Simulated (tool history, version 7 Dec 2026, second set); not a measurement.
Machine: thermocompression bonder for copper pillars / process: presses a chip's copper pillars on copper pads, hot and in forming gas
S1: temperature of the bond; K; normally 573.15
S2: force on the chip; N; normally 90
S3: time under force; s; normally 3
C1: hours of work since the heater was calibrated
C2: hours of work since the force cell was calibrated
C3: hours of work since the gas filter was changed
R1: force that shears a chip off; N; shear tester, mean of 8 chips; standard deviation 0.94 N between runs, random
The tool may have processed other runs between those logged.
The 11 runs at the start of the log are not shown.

| run | hour | S1 | S2 | S3 | C1 | C2 | C3 | R1 |
|---|---|---|---|---|---|---|---|---|
| 12 | 552.2 | 573.15 | 92 | 3 | 930 | 1014 | 236 | 69.6 |
| 13 | 587.7 | 573.15 | 92 | 3 | 945 | 1029 | 251 | 69.5 |
| 14 | 647.7 | 573.15 | 92 | 3 | 971 | 1055 | 277 | 67.5 |
| 15 | 702.5 | 573.15 | 92 | 3 | 994 | 1078 | 300 | 66.4 |
| 16 | 730.5 | 573.15 | 90 | 3 | 1006 | 1090 | 312 | 66.7 |
|  | 736.8 | heater calibrated with a thermocouple chip |
| 17 | 797.7 | 573.15 | 90 | 3 | 26 | 1118 | 340 | 63.2 |
| 18 | 834 | 573.15 | 90 | 3 | 42 | 1133 | 355 | 63.1 |
| 19 | 869.2 | 574.15 | 73 | 3 | 57 | 1148 | 370 | 51 |
|  | 877.8 | forming gas filter changed |
| 20 | 917.1 | 573.15 | 90 | 5 | 77 | 1169 | 17 | 76.7 |
|  | 935.6 | force cell calibrated |
|  | 956.3 | heater calibrated with a thermocouple chip, once more |
| 21 | 958.7 | 554.15 | 101 | 6 | 1 | 9 | 33 | 84.5 |
| 22 | 1000.3 | 554.15 | 101 | 6 | 19 | 27 | 51 | 86.5 |
| 23 | 1049.4 | 554.15 | 90 | 3 | 40 | 48 | 72 | 61.8 |
| 24 | 1101.1 | 596.15 | 86 | 5 | 62 | 70 | 94 | 100.8 |
| 25 | 1149.3 | 596.15 | 86 | 5 | 82 | 90 | 115 | 102.4 |
| 26 | 1194.8 | 596.15 | 86 | 5 | 102 | 110 | 134 | 102.6 |
| 27 | 1259.9 | 596.15 | 86 | 5 | 130 | 138 | 162 | 100.9 |
| 28 | 1299.7 | 566.15 | 76 | 6 | 147 | 155 | 179 | 75.9 |
| 29 | 1343.6 | 566.15 | 76 | 6 | 165 | 173 | 197 | 76 |
| 30 | 1374.9 | 596.15 | 63 | 3 | 179 | 187 | 211 | 70.8 |

Run 31 comes next. What will it give?
| 31 | 1421.3 | 596.15 | 63 | 3 | 199 | 207 | 231 | ? |

R1: 70.1 N
Minus the tool's unlogged condition, the same run would have read R1 75 N.

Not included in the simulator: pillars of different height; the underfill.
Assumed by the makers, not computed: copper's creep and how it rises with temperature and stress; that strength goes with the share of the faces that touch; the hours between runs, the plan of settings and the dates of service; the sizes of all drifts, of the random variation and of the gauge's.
